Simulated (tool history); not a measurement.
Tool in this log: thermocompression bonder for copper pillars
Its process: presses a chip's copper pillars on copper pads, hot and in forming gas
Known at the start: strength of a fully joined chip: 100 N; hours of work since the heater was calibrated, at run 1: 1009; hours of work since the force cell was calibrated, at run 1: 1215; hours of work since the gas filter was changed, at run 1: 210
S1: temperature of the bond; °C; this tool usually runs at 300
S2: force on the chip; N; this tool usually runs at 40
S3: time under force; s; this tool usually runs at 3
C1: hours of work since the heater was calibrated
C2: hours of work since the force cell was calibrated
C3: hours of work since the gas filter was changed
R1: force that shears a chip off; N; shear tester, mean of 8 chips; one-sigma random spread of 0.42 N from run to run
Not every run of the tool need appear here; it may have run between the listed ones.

Run 1, hour 0: usual settings; C1 1009; C2 1215; C3 210. Result: R1 60.3 N.
Run 2, hour 50.4: usual settings; C1 1034; C2 1240; C3 235. Result: R1 59.5 N.
Run 3, hour 100.3: usual settings; C1 1059; C2 1265; C3 260. Result: R1 60.1 N.
Run 4, hour 129.5: usual settings; C1 1074; C2 1280; C3 275. Result: R1 60 N.
Run 5, hour 153.4: usual settings; C1 1086; C2 1292; C3 287. Result: R1 59.9 N.
Run 6, hour 178.5: usual settings but S3 6 s; C1 1098; C2 1304; C3 299. Result: R1 72.7 N.
Run 7, hour 224.2: usual settings but S3 6 s; C1 1121; C2 1327; C3 322. Result: R1 72.7 N.
Run 8, hour 251.2: usual settings but S3 8 s; C1 1135; C2 1340; C3 335. Result: R1 77.8 N.
At hour 259.4: forming gas filter changed.
Run 9, hour 290: usual settings but S1 320 °C; C1 1154; C2 1359; C3 15. Result: R1 73.8 N.
Run 10, hour 316.6: usual settings but S1 285 °C, S2 48 N, S3 4 s; C1 1167; C2 1373; C3 29. Result: R1 61.7 N.
At hour 350.7: force cell calibrated.
Run 11, hour 365: usual settings but S1 330 °C, S3 5 s; C1 1190; C2 7; C3 52. Result: R1 85.6 N.
Run 12, hour 389: usual settings but S1 286 °C, S2 25 N, S3 6 s; C1 1202; C2 19; C3 64. Result: R1 50.1 N.
Run 13, hour 434.9: usual settings but S1 272 °C, S2 51 N, S3 4 s; C1 1225; C2 42; C3 87. Result: R1 54.6 N.
Run 14, hour 484.8: usual settings but S1 272 °C, S2 31 N; C1 1250; C2 67; C3 112. Result: R1 35.9 N.
Run 15, hour 512: usual settings but S1 272 °C, S2 31 N; C1 1264; C2 80; C3 125. Result: R1 36 N.
Run 16, hour 537.3: usual settings but S1 324 °C, S2 60 N, S3 7 s; C1 1276; C2 93; C3 138. Result: R1 95.6 N.
Run 17, hour 579.5: usual settings but S1 306 °C, S2 60 N, S3 4 s; C1 1297; C2 114; C3 159. Result: R1 79.7 N.

How the hidden state differs across the entries between the runs, from the last listed run before each to the first after it:
Run 8 -> run 9: forming gas filter changed (hour 259.4)
  oxide that the forming gas leaves, % of the face: 0.68 -> 0.51
Run 10 -> run 11: force cell calibrated (hour 350.7)
  true temperature of the bond over the reading, C: 0.1 -> 0.2; force that reaches the chip, % of what is set: 100.2 -> 100; oxide that the forming gas leaves, % of the face: 0.52 -> 0.53
